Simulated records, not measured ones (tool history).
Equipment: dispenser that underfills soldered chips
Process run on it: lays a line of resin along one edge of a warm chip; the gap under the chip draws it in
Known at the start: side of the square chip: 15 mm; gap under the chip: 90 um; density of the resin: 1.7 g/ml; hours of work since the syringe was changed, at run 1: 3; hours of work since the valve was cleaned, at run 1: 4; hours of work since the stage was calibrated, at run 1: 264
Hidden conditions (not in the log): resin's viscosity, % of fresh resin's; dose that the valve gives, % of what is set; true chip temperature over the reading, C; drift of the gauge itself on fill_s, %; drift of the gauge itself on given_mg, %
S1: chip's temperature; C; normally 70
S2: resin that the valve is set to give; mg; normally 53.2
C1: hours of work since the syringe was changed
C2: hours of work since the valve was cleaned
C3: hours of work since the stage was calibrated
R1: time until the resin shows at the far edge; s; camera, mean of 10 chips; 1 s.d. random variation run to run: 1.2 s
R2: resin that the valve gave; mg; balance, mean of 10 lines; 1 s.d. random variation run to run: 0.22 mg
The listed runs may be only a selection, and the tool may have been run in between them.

Run 1, hour 0: usual settings; C1 3; C2 4; C3 264. Result: R1 136.9 s, R2 52.59 mg.
At hour 8.1: new syringe of resin.
Run 2, hour 8.9: usual settings but S2 53.8 mg; C1 1; C2 10; C3 270. Result: R1 114.7 s, R2 52.99 mg.
At hour 20.1: new syringe of resin.
Run 3, hour 24.6: usual settings; C1 3; C2 21; C3 280. Result: R1 139.6 s, R2 52.51 mg.
At hour 32: new syringe of resin.
Run 4, hour 37.2: usual settings; C1 4; C2 29; C3 289. Result: R1 146.9 s, R2 52.11 mg.
At hour 43.8: new syringe of resin.
Run 5, hour 48.5: usual settings; C1 3; C2 37; C3 296. Result: R1 142 s, R2 51.07 mg.
At hour 55.4: new syringe of resin.
Run 6, hour 63.5: usual settings; C1 6; C2 47; C3 306. Result: R1 173.7 s, R2 50.73 mg.
At hour 66.9: new syringe of resin.
At hour 67.9: dispensing valve cleaned and set on the balance.
Run 7, hour 77.3: usual settings; C1 6; C2 6; C3 315. Result: R1 177.2 s, R2 52.87 mg.
At hour 79.1: new syringe of resin.
At hour 90.2: new syringe of resin.
Run 8, hour 91.5: usual settings; C1 1; C2 16; C3 324. Result: R1 120.3 s, R2 52.91 mg.
Run 9, hour 99.1: usual settings but S1 68 C; C1 6; C2 21; C3 329. Result: R1 193.9 s, R2 51.97 mg.
At hour 101.9: new syringe of resin.
Run 10, hour 110.3: usual settings but S2 53.9 mg; C1 6; C2 28; C3 337. Result: R1 172.8 s, R2 52.39 mg.
At hour 113.3: new syringe of resin.
At hour 124.9: new syringe of resin.
Run 11, hour 125.2: usual settings but S2 53.9 mg; C1 0; C2 38; C3 346. Result: R1 109 s, R2 52.2 mg.
At hour 136.1: new syringe of resin.
Run 12, hour 136.1: usual settings but S2 53.9 mg; C1 0; C2 45; C3 354. Result: R1 107.9 s, R2 51.88 mg.
At hour 141.9: dispensing valve cleaned and set on the balance.
At hour 148.5: new syringe of resin.
Run 13, hour 148.5: usual settings but S2 53.9 mg; C1 0; C2 4; C3 361. Result: R1 108.9 s, R2 53.63 mg.
At hour 159.7: new syringe of resin.
Run 14, hour 164.5: usual settings but S2 53.9 mg; C1 3; C2 15; C3 372. Result: R1 141.5 s, R2 53.21 mg.
At hour 170.9: new syringe of resin.
Run 15, hour 177.7: usual settings but S1 64 C, S2 52 mg; C1 5; C2 24; C3 381. Result: R1 200 s, R2 51.21 mg.
At hour 183: new syringe of resin.
Run 16, hour 187.6: usual settings but S1 65 C, S2 57.9 mg; C1 3; C2 30; C3 387. Result: R1 166.2 s, R2 56.18 mg.
At hour 194.8: new syringe of resin.
Run 17, hour 196.3: usual settings but S1 80 C, S2 63.5 mg; C1 1; C2 36; C3 393. Result: R1 79.6 s, R2 61.54 mg.
At hour 206.4: new syringe of resin.
Run 18, hour 207.9: usual settings but S1 80 C, S2 64.4 mg; C1 1; C2 44; C3 401. Result: R1 81.2 s, R2 61.94 mg.
At hour 215.4: dispensing valve cleaned and set on the balance.
At hour 218.7: new syringe of resin.
Run 19, hour 223.6: usual settings but S1 67 C; C1 3; C2 5; C3 411. Result: R1 154.4 s, R2 52.72 mg.
At hour 230: new syringe of resin.
Run 20, hour 232.6: usual settings but S1 75 C, S2 47 mg; C1 2; C2 11; C3 417. Result: R1 102.9 s, R2 46.58 mg.
At hour 241.9: new syringe of resin.
Run 21, hour 247: usual settings but S1 80 C, S2 45.4 mg; C1 3; C2 21; C3 426. Result: R1 98.5 s, R2 44.54 mg.
At hour 253.9: new syringe of resin.
Run 22, hour 255.6: usual settings but S2 55 mg; C1 1; C2 27; C3 432. Result: R1 116.5 s, R2 53.84 mg.
Run 23, hour 262.5: usual settings but S1 74 C, S2 58.6 mg; C1 6; C2 31; C3 437. Result: R1 145.7 s, R2 56.87 mg.
At hour 265.3: new syringe of resin.
Run 24, hour 271.7: usual settings but S1 74 C, S2 58.6 mg; C1 4; C2 37; C3 443. Result: R1 128.2 s, R2 56.53 mg.
At hour 276.7: new syringe of resin.
Run 25, hour 284.2: usual settings but S1 74 C, S2 58.6 mg; C1 5; C2 46; C3 451. Result: R1 134.6 s, R2 56.25 mg.
At hour 287.9: new syringe of resin.
At hour 289.9: dispensing valve cleaned and set on the balance.
Run 26, hour 297.4: usual settings but S1 69 C, S2 55.3 mg; C1 6; C2 5; C3 459. Result: R1 170.8 s, R2 54.74 mg.

Run 27, settings as shown, results not yet in. Your forecast:
At hour 300.6: new syringe of resin.
Run 27, hour 305: usual settings but S1 69 C, S2 55.3 mg; C1 3; C2 10; C3 464. Result: R1 ?, R2 ?.

R1: 135.4 s
R2: 54.79 mg
Were there no unlogged condition in the tool, this run, its random variation unchanged, would have produced R1 118.1 s, R2 55.26 mg.
